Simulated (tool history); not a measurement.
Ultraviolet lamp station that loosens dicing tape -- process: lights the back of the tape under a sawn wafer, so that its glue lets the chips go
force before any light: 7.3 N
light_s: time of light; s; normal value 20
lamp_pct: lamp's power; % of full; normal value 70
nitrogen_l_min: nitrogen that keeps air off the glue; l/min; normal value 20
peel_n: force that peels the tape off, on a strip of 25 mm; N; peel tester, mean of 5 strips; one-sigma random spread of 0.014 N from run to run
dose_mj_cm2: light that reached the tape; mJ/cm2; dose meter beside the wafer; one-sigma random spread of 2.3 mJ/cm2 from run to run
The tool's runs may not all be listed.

run,day,light_s,lamp_pct,nitrogen_l_min,peel_n,dose_mj_cm2
1,0,20,70,20,0.835,194
2,0.292,20,70,20,0.834,196
3,0.596,20,70,20,0.848,195
4,0.879,20,70,20,0.846,193
5,1.175,20,70,20,0.826,190
6,1.454,20,70,20,0.86,196
7,1.708,20,70,20,0.888,191
8,1.879,20,70,20,0.87,187
9,2.246,20,70,20,0.85,195
10,2.583,20,70,20,0.865,194
11,2.854,20,70,20,0.835,196
12,3.221,15,70,20,1.465,144
13,3.558,15,70,20,1.393,145
14,3.85,15,70,20,1.416,142
15,4.104,15,70,20,1.426,144
16,4.425,26,70,20,0.544,250
17,4.608,15,70,20,1.374,144
18,4.854,20,70,26,0.781,190
19,5.046,20,70,26,0.827,193
20,5.279,20,77,20,0.758,207
21,5.65,20,77,20,0.787,210
22,5.817,20,70,20,0.879,185
23,6.15,20,71,20,0.901,189
24,6.454,20,71,20,0.875,190
25,6.825,30,92,20,0.235,362
26,7,30,92,20,0.251,367
27,7.188,15,90,20,0.953,176
28,7.475,15,90,20,0.995,177
29,7.85,15,90,20,0.997,176
30,8.112,15,90,20,1.011,176
31,8.458,34,90,6,0.361,405
32,8.762,34,90,6,0.363,404
33,9.033,20,71,26,0.827,184
34,9.35,20,88,20,0.611,231
35,9.562,20,88,20,0.618,225
36,9.829,26,70,36,0.46,234
37,10.075,26,84,26,0.368,281
38,10.275,14,68,20,1.768,121
39,10.621,20,66,20,1.066,171
40,10.833,20,66,20,1.074,169
41,11.204,27,100,8,0.405,347
42,11.421,27,100,10,0.372,345
43,11.721,27,100,10,0.385,338
44,12.038,27,100,10,0.372,345

Results for each run, recomputed without the tool's hidden state and with each run's random variation untouched:
Unlogged tool condition in this case: lamp's light, % of a new lamp's; light that the window lets through, % of a clean one's; drift of the gauge itself on peel_n, %; drift of the gauge itself on dose_mj_cm2, %.
run,peel_n,dose_mj_cm2
1,0.649,221
2,0.646,223
3,0.654,223
4,0.653,221
5,0.633,218
6,0.657,225
7,0.675,220
8,0.66,216
9,0.642,225
10,0.65,225
11,0.627,227
12,1.145,167
13,1.083,169
14,1.097,166
15,1.102,169
16,0.394,293
17,1.055,170
18,0.562,224
19,0.594,227
20,0.542,245
21,0.56,249
22,0.629,220
23,0.64,225
24,0.621,227
25,0.188,434
26,0.203,440
27,0.676,212
28,0.702,214
29,0.699,213
30,0.706,213
31,0.257,491
32,0.258,490
33,0.561,225
34,0.409,282
35,0.413,277
36,0.311,286
37,0.259,345
38,1.301,149
39,0.724,211
40,0.727,209
41,0.273,430
42,0.255,428
43,0.264,421
44,0.254,430

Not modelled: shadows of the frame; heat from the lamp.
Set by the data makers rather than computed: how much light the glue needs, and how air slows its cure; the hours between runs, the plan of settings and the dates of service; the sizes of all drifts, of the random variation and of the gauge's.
